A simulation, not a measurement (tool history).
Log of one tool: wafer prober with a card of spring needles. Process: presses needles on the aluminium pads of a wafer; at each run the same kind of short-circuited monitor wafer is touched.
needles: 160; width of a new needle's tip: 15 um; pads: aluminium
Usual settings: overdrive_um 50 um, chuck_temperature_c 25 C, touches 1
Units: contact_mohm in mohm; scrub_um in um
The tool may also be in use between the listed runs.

{"run": 1, "hour": 0.0, "overdrive_um": 50, "chuck_temperature_c": 25, "touches": 1, "contact_mohm": 267, "scrub_um": 5.91}
{"hour": 2.8, "done": "tips cleaned on abrasive film"}
{"hour": 15.9, "done": "tips cleaned on abrasive film"}
{"hour": 28.6, "done": "tips cleaned on abrasive film"}
{"hour": 41.7, "done": "tips cleaned on abrasive film"}
{"run": 2, "hour": 42.3, "overdrive_um": 50, "chuck_temperature_c": 25, "touches": 1, "contact_mohm": 225, "scrub_um": 5.9}
{"hour": 53.3, "done": "tips cleaned on abrasive film"}
{"hour": 66.6, "done": "tips cleaned on abrasive film"}
{"run": 3, "hour": 68.1, "overdrive_um": 50, "chuck_temperature_c": 25, "touches": 1, "contact_mohm": 233, "scrub_um": 5.9}
{"hour": 78.6, "done": "tips cleaned on abrasive film"}
{"hour": 91.2, "done": "tips cleaned on abrasive film"}
{"hour": 104.4, "done": "tips cleaned on abrasive film"}
{"run": 4, "hour": 113.2, "overdrive_um": 50, "chuck_temperature_c": 25, "touches": 1, "contact_mohm": 262, "scrub_um": 5.92}
{"hour": 116.0, "done": "tips cleaned on abrasive film"}
{"hour": 129.4, "done": "tips cleaned on abrasive film"}
{"hour": 142.1, "done": "tips cleaned on abrasive film"}
{"hour": 155.5, "done": "tips cleaned on abrasive film"}
{"run": 5, "hour": 158.4, "overdrive_um": 50, "chuck_temperature_c": 25, "touches": 1, "contact_mohm": 236, "scrub_um": 5.85}
{"hour": 168.9, "done": "tips cleaned on abrasive film"}
{"run": 6, "hour": 179.3, "overdrive_um": 50, "chuck_temperature_c": 25, "touches": 1, "contact_mohm": 273, "scrub_um": 5.85}
{"hour": 181.8, "done": "tips cleaned on abrasive film"}
{"hour": 194.9, "done": "tips cleaned on abrasive film"}
{"hour": 207.2, "done": "tips cleaned on abrasive film"}
{"hour": 218.4, "done": "tips cleaned on abrasive film"}
{"run": 7, "hour": 218.4, "overdrive_um": 50, "chuck_temperature_c": 25, "touches": 1, "contact_mohm": 225, "scrub_um": 5.86}
{"hour": 231.7, "done": "tips cleaned on abrasive film"}
{"hour": 244.2, "done": "tips cleaned on abrasive film"}
{"run": 8, "hour": 252.9, "overdrive_um": 50, "chuck_temperature_c": 25, "touches": 1, "contact_mohm": 273, "scrub_um": 5.81}
{"hour": 255.6, "done": "tips cleaned on abrasive film"}
{"hour": 268.4, "done": "tips cleaned on abrasive film"}
{"hour": 279.4, "done": "tips cleaned on abrasive film"}
{"hour": 292.4, "done": "tips cleaned on abrasive film"}
{"run": 9, "hour": 294.2, "overdrive_um": 50, "chuck_temperature_c": 25, "touches": 1, "contact_mohm": 233, "scrub_um": 5.79}
{"hour": 303.8, "done": "tips cleaned on abrasive film"}
{"hour": 317.3, "done": "tips cleaned on abrasive film"}
{"run": 10, "hour": 319.5, "overdrive_um": 50, "chuck_temperature_c": 25, "touches": 1, "contact_mohm": 238, "scrub_um": 5.75}
{"hour": 329.3, "done": "tips cleaned on abrasive film"}
{"hour": 329.6, "done": "height of the first contact set anew"}
{"hour": 342.5, "done": "tips cleaned on abrasive film"}
{"run": 11, "hour": 349.1, "overdrive_um": 50, "chuck_temperature_c": 25, "touches": 3, "contact_mohm": 225, "scrub_um": 6.12}
{"hour": 354.4, "done": "tips cleaned on abrasive film"}
{"hour": 366.9, "done": "tips cleaned on abrasive film"}
{"hour": 380.2, "done": "tips cleaned on abrasive film"}
{"run": 12, "hour": 382.5, "overdrive_um": 50, "chuck_temperature_c": 25, "touches": 3, "contact_mohm": 220, "scrub_um": 6.05}
{"hour": 392.6, "done": "tips cleaned on abrasive film"}
{"hour": 405.7, "done": "tips cleaned on abrasive film"}
{"run": 13, "hour": 413.4, "overdrive_um": 50, "chuck_temperature_c": 25, "touches": 3, "contact_mohm": 231, "scrub_um": 6.08}
{"hour": 418.8, "done": "tips cleaned on abrasive film"}
{"hour": 432.5, "done": "tips cleaned on abrasive film"}
{"hour": 446.0, "done": "tips cleaned on abrasive film"}
{"run": 14, "hour": 456.3, "overdrive_um": 50, "chuck_temperature_c": 25, "touches": 2, "contact_mohm": 249, "scrub_um": 6.1}
{"hour": 459.2, "done": "tips cleaned on abrasive film"}
{"hour": 473.0, "done": "tips cleaned on abrasive film"}
{"run": 15, "hour": 475.9, "overdrive_um": 50, "chuck_temperature_c": 103, "touches": 1, "contact_mohm": 258, "scrub_um": 6.01}
{"hour": 486.1, "done": "tips cleaned on abrasive film"}
{"hour": 499.9, "done": "tips cleaned on abrasive film"}
{"hour": 511.4, "done": "tips cleaned on abrasive film"}
{"run": 16, "hour": 511.4, "overdrive_um": 34, "chuck_temperature_c": 34, "touches": 1, "contact_mohm": 238, "scrub_um": 4.05}
{"hour": 523.3, "done": "tips cleaned on abrasive film"}
{"hour": 536.5, "done": "tips cleaned on abrasive film"}
{"run": 17, "hour": 545.1, "overdrive_um": 66, "chuck_temperature_c": 26, "touches": 2, "contact_mohm": 231, "scrub_um": 8.04}
{"hour": 548.0, "done": "tips cleaned on abrasive film"}
{"hour": 560.9, "done": "tips cleaned on abrasive film"}
{"hour": 574.7, "done": "tips cleaned on abrasive film"}
{"hour": 587.7, "done": "tips cleaned on abrasive film"}
{"run": 18, "hour": 590.2, "overdrive_um": 50, "chuck_temperature_c": 78, "touches": 1, "contact_mohm": 251, "scrub_um": 5.92}
{"hour": 600.6, "done": "tips cleaned on abrasive film"}
{"hour": 613.4, "done": "tips cleaned on abrasive film"}
{"hour": 626.3, "done": "tips cleaned on abrasive film"}
{"run": 19, "hour": 629.3, "overdrive_um": 43, "chuck_temperature_c": 57, "touches": 2, "contact_mohm": 249, "scrub_um": 5.08}
{"hour": 637.5, "done": "tips cleaned on abrasive film"}
{"hour": 650.8, "done": "tips cleaned on abrasive film"}
{"run": 20, "hour": 652.5, "overdrive_um": 43, "chuck_temperature_c": 57, "touches": 2, "contact_mohm": 242, "scrub_um": 5.12}
{"hour": 662.9, "done": "tips cleaned on abrasive film"}
{"run": 21, "hour": 673.2, "overdrive_um": 43, "chuck_temperature_c": 57, "touches": 2, "contact_mohm": 275, "scrub_um": 5.08}
{"hour": 676.0, "done": "tips cleaned on abrasive film"}
{"hour": 689.8, "done": "tips cleaned on abrasive film"}
{"run": 22, "hour": 693.4, "overdrive_um": 41, "chuck_temperature_c": 105, "touches": 2, "contact_mohm": 271, "scrub_um": 4.84}
{"hour": 701.4, "done": "tips cleaned on abrasive film"}
{"hour": 714.6, "done": "tips cleaned on abrasive film"}
{"run": 23, "hour": 715.2, "overdrive_um": 40, "chuck_temperature_c": 105, "touches": 2, "contact_mohm": 254, "scrub_um": 4.69}
{"hour": 726.6, "done": "tips cleaned on abrasive film"}
{"hour": 739.9, "done": "tips cleaned on abrasive film"}
{"hour": 752.9, "done": "tips cleaned on abrasive film"}
{"run": 24, "hour": 760.1, "overdrive_um": 40, "chuck_temperature_c": 105, "touches": 2, "contact_mohm": 291, "scrub_um": 4.59}
{"hour": 765.7, "done": "tips cleaned on abrasive film"}
{"hour": 778.9, "done": "tips cleaned on abrasive film"}
{"hour": 792.3, "done": "tips cleaned on abrasive film"}
{"run": 25, "hour": 802.2, "overdrive_um": 52, "chuck_temperature_c": 58, "touches": 1, "contact_mohm": 285, "scrub_um": 6.08}
{"hour": 805.1, "done": "tips cleaned on abrasive film"}
{"hour": 818.8, "done": "tips cleaned on abrasive film"}
{"hour": 832.2, "done": "tips cleaned on abrasive film"}
{"hour": 844.5, "done": "tips cleaned on abrasive film"}
{"run": 26, "hour": 845.4, "overdrive_um": 69, "chuck_temperature_c": 60, "touches": 1, "contact_mohm": 225, "scrub_um": 8.16}
{"hour": 856.4, "done": "tips cleaned on abrasive film"}
{"run": 27, "hour": 864.8, "overdrive_um": 38, "chuck_temperature_c": 37, "touches": 3, "contact_mohm": 265, "scrub_um": 4.35}
{"hour": 867.7, "done": "tips cleaned on abrasive film"}
{"hour": 880.6, "done": "tips cleaned on abrasive film"}
{"hour": 894.4, "done": "tips cleaned on abrasive film"}
{"run": 28, "hour": 901.1, "overdrive_um": 39, "chuck_temperature_c": 25, "touches": 3, "contact_mohm": 256, "scrub_um": 4.48}

4 ways to go on from here, each from the tool as it stands after run 28. What would each give?
{"hour": 905.8, "done": "tips cleaned on abrasive film"}
{"hour": 918.1, "done": "tips cleaned on abrasive film"}
{"hour": 931.4, "done": "tips cleaned on abrasive film"}
{"run": "A", "hour": 941.8, "overdrive_um": 40, "chuck_temperature_c": 39, "touches": 1, "contact_mohm": "?", "scrub_um": "?"}
{"hour": 905.8, "done": "tips cleaned on abrasive film"}
{"hour": 918.1, "done": "tips cleaned on abrasive film"}
{"hour": 931.4, "done": "tips cleaned on abrasive film"}
{"run": "B", "hour": 941.8, "overdrive_um": 42, "chuck_temperature_c": 58, "touches": 2, "contact_mohm": "?", "scrub_um": "?"}
{"hour": 905.8, "done": "tips cleaned on abrasive film"}
{"hour": 918.1, "done": "tips cleaned on abrasive film"}
{"hour": 931.4, "done": "tips cleaned on abrasive film"}
{"run": "C", "hour": 941.8, "overdrive_um": 39, "chuck_temperature_c": 64, "touches": 1, "contact_mohm": "?", "scrub_um": "?"}
{"hour": 905.8, "done": "tips cleaned on abrasive film"}
{"hour": 918.1, "done": "tips cleaned on abrasive film"}
{"hour": 931.4, "done": "tips cleaned on abrasive film"}
{"run": "D", "hour": 941.8, "overdrive_um": 64, "chuck_temperature_c": 46, "touches": 2, "contact_mohm": "?", "scrub_um": "?"}

run=A contact_mohm=334 scrub_um=4.56
run=B contact_mohm=290 scrub_um=4.81
run=C contact_mohm=343 scrub_um=4.42
run=D contact_mohm=242 scrub_um=7.47
Without the tool's hidden state the same runs would have given:
run=A contact_mohm=221 scrub_um=4.92
run=B contact_mohm=226 scrub_um=5.16
run=C contact_mohm=227 scrub_um=4.78
run=D contact_mohm=212 scrub_um=7.82
